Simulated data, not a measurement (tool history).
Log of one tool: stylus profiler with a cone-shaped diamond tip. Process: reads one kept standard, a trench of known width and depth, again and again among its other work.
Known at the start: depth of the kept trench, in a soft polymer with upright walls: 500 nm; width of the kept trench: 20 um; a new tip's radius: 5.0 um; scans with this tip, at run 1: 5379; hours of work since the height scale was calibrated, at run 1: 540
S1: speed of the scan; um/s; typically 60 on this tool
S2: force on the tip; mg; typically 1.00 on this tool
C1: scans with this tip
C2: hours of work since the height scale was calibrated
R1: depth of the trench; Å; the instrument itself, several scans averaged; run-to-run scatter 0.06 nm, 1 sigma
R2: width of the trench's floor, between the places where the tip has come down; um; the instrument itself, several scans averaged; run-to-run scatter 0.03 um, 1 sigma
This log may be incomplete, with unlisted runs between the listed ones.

{"run": 1, "day": 0.0, "S1": 60, "S2": 1.0, "C1": 5379, "C2": 540, "R1": 5044.9, "R2": 14.24}
{"run": 2, "day": 2.808, "S1": 60, "S2": 1.0, "C1": 5897, "C2": 592, "R1": 5043.5, "R2": 14.05}
{"run": 3, "day": 5.217, "S1": 60, "S2": 1.0, "C1": 6340, "C2": 637, "R1": 5044.9, "R2": 14.05}
{"run": 4, "day": 7.854, "S1": 60, "S2": 1.0, "C1": 6827, "C2": 685, "R1": 5045.3, "R2": 13.95}
{"run": 5, "day": 9.804, "S1": 60, "S2": 1.0, "C1": 7186, "C2": 722, "R1": 5045.6, "R2": 13.85}
{"run": 6, "day": 12.633, "S1": 60, "S2": 1.0, "C1": 7707, "C2": 774, "R1": 5045.6, "R2": 13.78}
{"run": 7, "day": 14.592, "S1": 60, "S2": 1.0, "C1": 8068, "C2": 810, "R1": 5045.3, "R2": 13.72}
{"run": 8, "day": 16.312, "S1": 60, "S2": 1.0, "C1": 8386, "C2": 842, "R1": 5047.3, "R2": 13.64}
{"day": 16.883, "done": "new tip fitted, height scale calibrated"}
{"run": 9, "day": 17.6, "S1": 60, "S2": 0.6, "C1": 132, "C2": 13, "R1": 5028.9, "R2": 15.0}
{"run": 10, "day": 18.788, "S1": 60, "S2": 1.0, "C1": 351, "C2": 35, "R1": 5039.9, "R2": 15.11}
{"run": 11, "day": 20.733, "S1": 60, "S2": 2.11, "C1": 710, "C2": 71, "R1": 5065.5, "R2": 15.18}
{"run": 12, "day": 22.662, "S1": 60, "S2": 2.11, "C1": 1065, "C2": 107, "R1": 5065.7, "R2": 15.1}
{"run": 13, "day": 25.2, "S1": 60, "S2": 1.0, "C1": 1533, "C2": 154, "R1": 5041.6, "R2": 14.83}
{"run": 14, "day": 27.65, "S1": 60, "S2": 1.0, "C1": 1984, "C2": 199, "R1": 5041.6, "R2": 14.75}
{"run": 15, "day": 29.346, "S1": 60, "S2": 1.0, "C1": 2297, "C2": 231, "R1": 5042.7, "R2": 14.7}
{"run": 16, "day": 30.842, "S1": 60, "S2": 1.0, "C1": 2572, "C2": 258, "R1": 5042.1, "R2": 14.58}
{"run": 17, "day": 32.117, "S1": 187, "S2": 1.0, "C1": 2808, "C2": 282, "R1": 5042.9, "R2": 13.46}
{"run": 18, "day": 33.633, "S1": 187, "S2": 1.0, "C1": 3087, "C2": 310, "R1": 5041.8, "R2": 13.46}
{"run": 19, "day": 34.842, "S1": 60, "S2": 1.0, "C1": 3310, "C2": 332, "R1": 5043.0, "R2": 14.47}
{"run": 20, "day": 36.575, "S1": 60, "S2": 1.0, "C1": 3629, "C2": 364, "R1": 5043.1, "R2": 14.39}
{"run": 21, "day": 38.308, "S1": 60, "S2": 1.0, "C1": 3948, "C2": 396, "R1": 5042.9, "R2": 14.34}
{"run": 22, "day": 40.892, "S1": 60, "S2": 1.0, "C1": 4425, "C2": 444, "R1": 5043.2, "R2": 14.22}
{"run": 23, "day": 43.712, "S1": 231, "S2": 1.56, "C1": 4945, "C2": 497, "R1": 5057.4, "R2": 13.06}
{"run": 24, "day": 45.792, "S1": 29, "S2": 1.71, "C1": 5328, "C2": 535, "R1": 5060.0, "R2": 14.43}
{"run": 25, "day": 47.388, "S1": 29, "S2": 1.27, "C1": 5622, "C2": 565, "R1": 5050.9, "R2": 14.27}
{"day": 47.638, "done": "height scale calibrated on a step standard"}
{"run": 26, "day": 48.662, "S1": 29, "S2": 2.2, "C1": 5853, "C2": 19, "R1": 5075.0, "R2": 14.35}
{"run": 27, "day": 50.983, "S1": 29, "S2": 2.2, "C1": 6281, "C2": 62, "R1": 5075.8, "R2": 14.26}
{"run": 28, "day": 52.262, "S1": 27, "S2": 1.13, "C1": 6517, "C2": 86, "R1": 5053.2, "R2": 14.17}
{"run": 29, "day": 53.925, "S1": 61, "S2": 1.23, "C1": 6823, "C2": 116, "R1": 5055.6, "R2": 13.8}
{"run": 30, "day": 56.283, "S1": 156, "S2": 1.2, "C1": 7258, "C2": 160, "R1": 5055.3, "R2": 13.04}
{"run": 31, "day": 57.462, "S1": 156, "S2": 1.2, "C1": 7475, "C2": 182, "R1": 5055.7, "R2": 12.98}
{"day": 57.746, "done": "height scale calibrated on a step standard, once more"}
{"run": 32, "day": 59.712, "S1": 38, "S2": 0.66, "C1": 7885, "C2": 36, "R1": 5030.4, "R2": 13.74}
{"run": 33, "day": 61.504, "S1": 222, "S2": 0.77, "C1": 8216, "C2": 70, "R1": 5033.7, "R2": 11.89}
{"day": 62.975, "done": "new tip fitted, height scale calibrated"}
{"run": 34, "day": 62.975, "S1": 85, "S2": 1.46, "C1": 0, "C2": 0, "R1": 5053.6, "R2": 15.09}
{"run": 35, "day": 64.754, "S1": 85, "S2": 1.46, "C1": 328, "C2": 33, "R1": 5052.7, "R2": 15.0}
{"run": 36, "day": 67.262, "S1": 149, "S2": 0.95, "C1": 791, "C2": 79, "R1": 5040.2, "R2": 14.21}
{"run": 37, "day": 69.512, "S1": 48, "S2": 0.95, "C1": 1205, "C2": 121, "R1": 5041.2, "R2": 15.01}
{"run": 38, "day": 70.821, "S1": 16, "S2": 1.03, "C1": 1446, "C2": 145, "R1": 5044.4, "R2": 15.16}
{"run": 39, "day": 72.733, "S1": 29, "S2": 1.35, "C1": 1799, "C2": 181, "R1": 5051.5, "R2": 15.06}
{"run": 40, "day": 75.388, "S1": 56, "S2": 1.0, "C1": 2288, "C2": 230, "R1": 5042.8, "R2": 14.71}
{"run": 41, "day": 76.95, "S1": 56, "S2": 1.0, "C1": 2576, "C2": 259, "R1": 5043.2, "R2": 14.61}
{"run": 42, "day": 78.108, "S1": 28, "S2": 1.03, "C1": 2790, "C2": 280, "R1": 5045.6, "R2": 14.8}
{"run": 43, "day": 79.479, "S1": 78, "S2": 1.56, "C1": 3042, "C2": 305, "R1": 5058.7, "R2": 14.47}
{"run": 44, "day": 81.671, "S1": 78, "S2": 1.56, "C1": 3446, "C2": 346, "R1": 5058.1, "R2": 14.35}

Hidden state at the last listed run before each entry between runs and at the first one after, where it differs:
From run 8 to run 9: new tip fitted, height scale calibrated (day 16.883)
  radius of the tip, um: 8.71 -> 4.92; height scale over the true one, %: 0.162 -> 0.034
  the result without the hidden state subtracted from the measured one, R1: +8.2 -> +1.7 Å; R2: -1.46 -> +0.04 um
From run 25 to run 26: height scale calibrated on a step standard (day 47.638)
  radius of the tip, um: 7.7 -> 7.81; height scale over the true one, %: 0.128 -> 0.211
  the result without the hidden state subtracted from the measured one, R1: +6.5 -> +10.7 Å; R2: -1.11 -> -1.14 um
From run 31 to run 32: height scale calibrated on a step standard, once more (day 57.746)
  radius of the tip, um: 8.64 -> 8.84; height scale over the true one, %: 0.239 -> 0.035
  the result without the hidden state subtracted from the measured one, R1: +12.0 -> +1.8 Å; R2: -1.44 -> -1.51 um
From run 33 to run 34: new tip fitted, height scale calibrated (day 62.975)
  radius of the tip, um: 8.97 -> 4.96; height scale over the true one, %: 0.04 -> 0.06
  the result without the hidden state subtracted from the measured one, R1: +2.0 -> +3.0 Å; R2: -1.55 -> +0.02 um

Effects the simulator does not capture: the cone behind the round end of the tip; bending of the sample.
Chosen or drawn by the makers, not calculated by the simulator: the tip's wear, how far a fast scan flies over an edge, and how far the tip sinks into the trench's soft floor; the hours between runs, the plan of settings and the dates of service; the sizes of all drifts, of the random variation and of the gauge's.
